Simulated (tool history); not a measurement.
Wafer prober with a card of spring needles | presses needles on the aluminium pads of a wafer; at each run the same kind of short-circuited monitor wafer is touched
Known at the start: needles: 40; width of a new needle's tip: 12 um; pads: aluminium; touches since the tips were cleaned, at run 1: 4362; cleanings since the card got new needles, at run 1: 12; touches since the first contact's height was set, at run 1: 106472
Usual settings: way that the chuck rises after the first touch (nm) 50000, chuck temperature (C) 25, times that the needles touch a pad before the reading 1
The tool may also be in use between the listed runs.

| run | hour | way that the chuck rises after the first touch (nm) | chuck temperature (C) | times that the needles touch a pad before the reading | touches since the tips were cleaned | cleanings since the card got new needles | touches since the first contact's height was set | resistance of one needle with its contact and lead (mohm) | way that a needle slides on the pad (nm) |
|---|---|---|---|---|---|---|---|---|---|
| 1 | 0 | 50000 | 25 | 1 | 4362 | 12 | 106472 | 248 | 8280 |
|  | 8.2 | tips cleaned on abrasive film |
|  | 28.4 | tips cleaned on abrasive film |
|  | 48.8 | tips cleaned on abrasive film |
|  | 69.1 | tips cleaned on abrasive film |
| 2 | 75.6 | 50000 | 25 | 1 | 2744 | 16 | 138174 | 244 | 8230 |
|  | 87.9 | tips cleaned on abrasive film |
|  | 104.5 | height of the first contact set anew |
|  | 108.7 | tips cleaned on abrasive film |
| 3 | 124.1 | 50000 | 25 | 1 | 6520 | 18 | 8237 | 240 | 8350 |
|  | 128.3 | tips cleaned on abrasive film |
|  | 148.5 | tips cleaned on abrasive film |
|  | 168.6 | tips cleaned on abrasive film |
|  | 185.6 | tips cleaned on abrasive film |
| 4 | 185.6 | 50000 | 25 | 1 | 0 | 22 | 33977 | 215 | 8320 |
|  | 205.3 | tips cleaned on abrasive film |
|  | 225.4 | tips cleaned on abrasive film |
|  | 241.8 | tips cleaned on abrasive film |
| 5 | 244.1 | 50000 | 55 | 1 | 974 | 25 | 58496 | 237 | 8310 |
|  | 260.3 | tips cleaned on abrasive film |
|  | 280.8 | tips cleaned on abrasive film |
|  | 301.2 | tips cleaned on abrasive film |
| 6 | 304.2 | 50000 | 55 | 1 | 1272 | 28 | 83704 | 240 | 8260 |
|  | 320.6 | tips cleaned on abrasive film |
|  | 340.6 | tips cleaned on abrasive film |
|  | 361 | tips cleaned on abrasive film |
|  | 380.9 | tips cleaned on abrasive film |
| 7 | 381.9 | 68000 | 25 | 1 | 423 | 32 | 116282 | 215 | 11180 |
|  | 397.6 | tips cleaned on abrasive film |
|  | 417.5 | tips cleaned on abrasive film |
|  | 433.9 | tips cleaned on abrasive film |
|  | 454.4 | tips cleaned on abrasive film |
|  | 462.8 | height of the first contact set anew |
| 8 | 466.1 | 50000 | 25 | 1 | 4830 | 36 | 1399 | 242 | 8400 |
|  | 473.9 | tips cleaned on abrasive film |
|  | 493.8 | tips cleaned on abrasive film |
|  | 514.2 | tips cleaned on abrasive film |
| 9 | 525.6 | 40000 | 25 | 1 | 4806 | 39 | 26363 | 261 | 6700 |
|  | 533.9 | tips cleaned on abrasive film |
|  | 554.4 | tips cleaned on abrasive film |
| 10 | 560.7 | 48000 | 25 | 1 | 2681 | 41 | 41069 | 247 | 8000 |
|  | 572.7 | tips cleaned on abrasive film |
|  | 593.1 | tips cleaned on abrasive film |
|  | 613.1 | tips cleaned on abrasive film |
|  | 633.1 | tips cleaned on abrasive film |
| 11 | 643.9 | 48000 | 25 | 1 | 4574 | 45 | 75954 | 257 | 7930 |
|  | 652.1 | tips cleaned on abrasive film |
|  | 672.1 | tips cleaned on abrasive film |
|  | 692.1 | tips cleaned on abrasive film |
|  | 712.1 | tips cleaned on abrasive film |
| 12 | 720.3 | 48000 | 25 | 1 | 3440 | 49 | 107973 | 256 | 7900 |
|  | 728.5 | tips cleaned on abrasive film |
|  | 748.7 | tips cleaned on abrasive film |
|  | 768.6 | tips cleaned on abrasive film |
|  | 789.1 | tips cleaned on abrasive film |
| 13 | 797.4 | 48000 | 25 | 1 | 3526 | 53 | 140329 | 249 | 7800 |
|  | 809.4 | tips cleaned on abrasive film |
|  | 821.9 | height of the first contact set anew |
|  | 829.8 | tips cleaned on abrasive film |
|  | 849.1 | tips cleaned on abrasive film |
| 14 | 849.1 | 48000 | 25 | 1 | 0 | 56 | 11409 | 213 | 8040 |
|  | 869.6 | tips cleaned on abrasive film |
|  | 889.1 | tips cleaned on abrasive film |
| 15 | 889.1 | 48000 | 110 | 2 | 0 | 58 | 28154 | 237 | 8000 |
|  | 905.4 | tips cleaned on abrasive film |
|  | 925.5 | tips cleaned on abrasive film |
| 16 | 934.5 | 34000 | 44 | 2 | 3769 | 60 | 47204 | 267 | 5640 |
|  | 942.7 | tips cleaned on abrasive film |
|  | 962.6 | tips cleaned on abrasive film |
|  | 982.4 | tips cleaned on abrasive film |
|  | 1002.9 | tips cleaned on abrasive film |
| 17 | 1018.7 | 42000 | 29 | 1 | 6650 | 64 | 82532 | 272 | 6900 |
|  | 1022.3 | tips cleaned on abrasive film |
|  | 1042.6 | tips cleaned on abrasive film |
|  | 1063.1 | tips cleaned on abrasive film |
| 18 | 1079 | 50000 | 25 | 2 | 6727 | 67 | 107853 | 230 | 8250 |
|  | 1083.2 | tips cleaned on abrasive film |
|  | 1103.7 | tips cleaned on abrasive film |
|  | 1124.1 | tips cleaned on abrasive film |
| 19 | 1133.8 | 35000 | 71 | 2 | 4093 | 70 | 130817 | 270 | 5680 |
|  | 1142.1 | tips cleaned on abrasive film |
|  | 1162.5 | tips cleaned on abrasive film |
|  | 1178.9 | tips cleaned on abrasive film |
|  | 1179.2 | height of the first contact set anew |
| 20 | 1191.9 | 50000 | 25 | 2 | 5368 | 73 | 5368 | 236 | 8350 |
|  | 1196.1 | tips cleaned on abrasive film |
|  | 1216.3 | tips cleaned on abrasive film |
|  | 1236.3 | tips cleaned on abrasive film |
|  | 1256.4 | tips cleaned on abrasive film |
| 21 | 1270.8 | 56000 | 25 | 1 | 6047 | 77 | 38439 | 246 | 9350 |
|  | 1275 | tips cleaned on abrasive film |
|  | 1295.4 | tips cleaned on abrasive film |
|  | 1315.9 | tips cleaned on abrasive film |
| 22 | 1329 | 54000 | 31 | 1 | 5518 | 80 | 62828 | 249 | 8950 |
|  | 1333.1 | tips cleaned on abrasive film |
|  | 1353.6 | tips cleaned on abrasive film |
|  | 1373.8 | tips cleaned on abrasive film |
| 23 | 1376.1 | 54000 | 31 | 1 | 967 | 83 | 82575 | 233 | 8930 |
|  | 1392.3 | tips cleaned on abrasive film |
|  | 1412.7 | tips cleaned on abrasive film |
|  | 1429.1 | tips cleaned on abrasive film |
|  | 1449.6 | tips cleaned on abrasive film |
| 24 | 1457.5 | 57000 | 25 | 1 | 3364 | 87 | 116734 | 249 | 9410 |
|  | 1469.9 | tips cleaned on abrasive film |
|  | 1489.9 | tips cleaned on abrasive film |
|  | 1506.3 | tips cleaned on abrasive film |
| 25 | 1520.1 | 51000 | 25 | 1 | 5823 | 90 | 142984 | 249 | 8310 |
|  | 1524.3 | tips cleaned on abrasive film |
|  | 1536.8 | height of the first contact set anew |
|  | 1545.1 | tips cleaned on abrasive film |
|  | 1565.3 | tips cleaned on abrasive film |
| 26 | 1571.5 | 51000 | 25 | 1 | 2606 | 93 | 14533 | 245 | 8550 |
|  | 1583.4 | tips cleaned on abrasive film |
|  | 1603.8 | tips cleaned on abrasive film |
|  | 1623.5 | tips cleaned on abrasive film |
| 27 | 1639.5 | 51000 | 25 | 1 | 6770 | 96 | 43082 | 258 | 8530 |
|  | 1643.7 | tips cleaned on abrasive film |
|  | 1664 | tips cleaned on abrasive film |
|  | 1684.1 | tips cleaned on abrasive film |
| 28 | 1689.3 | 37000 | 104 | 2 | 2199 | 99 | 63924 | 266 | 6120 |

Forecast each of these 3 alternatives for the next run:
|  | 1701.3 | tips cleaned on abrasive film |
|  | 1721.7 | tips cleaned on abrasive film |
|  | 1741.9 | tips cleaned on abrasive film |
| A | 1747.8 | 52000 | 65 | 3 | 2486 | 102 | 88483 | ? | ? |
|  | 1701.3 | tips cleaned on abrasive film |
|  | 1721.7 | tips cleaned on abrasive film |
|  | 1741.9 | tips cleaned on abrasive film |
| B | 1747.8 | 34000 | 25 | 1 | 2486 | 102 | 88483 | ? | ? |
|  | 1701.3 | tips cleaned on abrasive film |
|  | 1721.7 | tips cleaned on abrasive film |
|  | 1741.9 | tips cleaned on abrasive film |
| C | 1747.8 | 38000 | 32 | 2 | 2486 | 102 | 88483 | ? | ? |

| run | resistance of one needle with its contact and lead (mohm) | way that a needle slides on the pad (nm) |
|---|---|---|
| A | 236 | 8610 |
| B | 288 | 5580 |
| C | 255 | 6240 |
Without the tool's hidden state the same runs would have given:
| run | resistance of one needle with its contact and lead (mohm) | way that a needle slides on the pad (nm) |
|---|---|---|
| A | 223 | 8740 |
| B | 216 | 5710 |
| C | 218 | 6370 |

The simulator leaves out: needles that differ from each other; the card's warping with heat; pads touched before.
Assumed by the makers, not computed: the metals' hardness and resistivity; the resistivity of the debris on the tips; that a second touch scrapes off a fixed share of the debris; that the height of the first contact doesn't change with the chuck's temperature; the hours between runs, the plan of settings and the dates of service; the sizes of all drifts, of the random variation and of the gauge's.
